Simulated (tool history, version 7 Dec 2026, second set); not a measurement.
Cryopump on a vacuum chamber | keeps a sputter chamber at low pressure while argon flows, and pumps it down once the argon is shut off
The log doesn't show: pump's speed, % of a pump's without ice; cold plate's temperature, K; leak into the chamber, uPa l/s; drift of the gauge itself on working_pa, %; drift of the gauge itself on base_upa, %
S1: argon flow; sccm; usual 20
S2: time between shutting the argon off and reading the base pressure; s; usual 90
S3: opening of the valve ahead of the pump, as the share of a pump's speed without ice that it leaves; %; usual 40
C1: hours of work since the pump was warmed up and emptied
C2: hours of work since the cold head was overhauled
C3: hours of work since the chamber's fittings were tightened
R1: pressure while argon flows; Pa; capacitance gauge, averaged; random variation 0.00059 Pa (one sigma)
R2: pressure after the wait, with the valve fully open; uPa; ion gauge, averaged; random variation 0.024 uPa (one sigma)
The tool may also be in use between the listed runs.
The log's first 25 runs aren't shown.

run	hour	S1	S2	S3	C1	C2	C3	R1	R2
26	510.0	20	90	30	101	1071	2045	0.1083	4.12
27	521.4	33	78	40	109	1079	2054	0.1340	4.40
# hour 543.8: leaking fittings of the chamber tightened, without venting
28	548.7	33	283	40	128	1098	4	0.1354	0.52
29	560.3	40	283	19	137	1107	12	0.3372	0.54
30	586.0	40	283	19	156	1126	32	0.3391	0.59
31	597.2	40	283	19	164	1134	40	0.3372	0.59
32	621.1	36	51	32	182	1152	58	0.1854	1.57
33	640.7	29	247	58	197	1167	73	0.0852	0.71
34	668.1	29	247	58	218	1188	93	0.0849	0.69

3 ways to go on from here, each from the tool as it stands after run 34. What would each give?
A	681.8	30	70	25	228	1198	103	?	?
B	681.8	29	37	58	228	1198	103	?	?
C	681.8	15	247	58	228	1198	103	?	?

run	R1	R2
A	0.1977	1.34
B	0.0846	2.07
C	0.0442	0.74
Without the tool's hidden state the same runs would have given:
run	R1	R2
A	0.1903	1.10
B	0.0776	1.82
C	0.0406	0.50
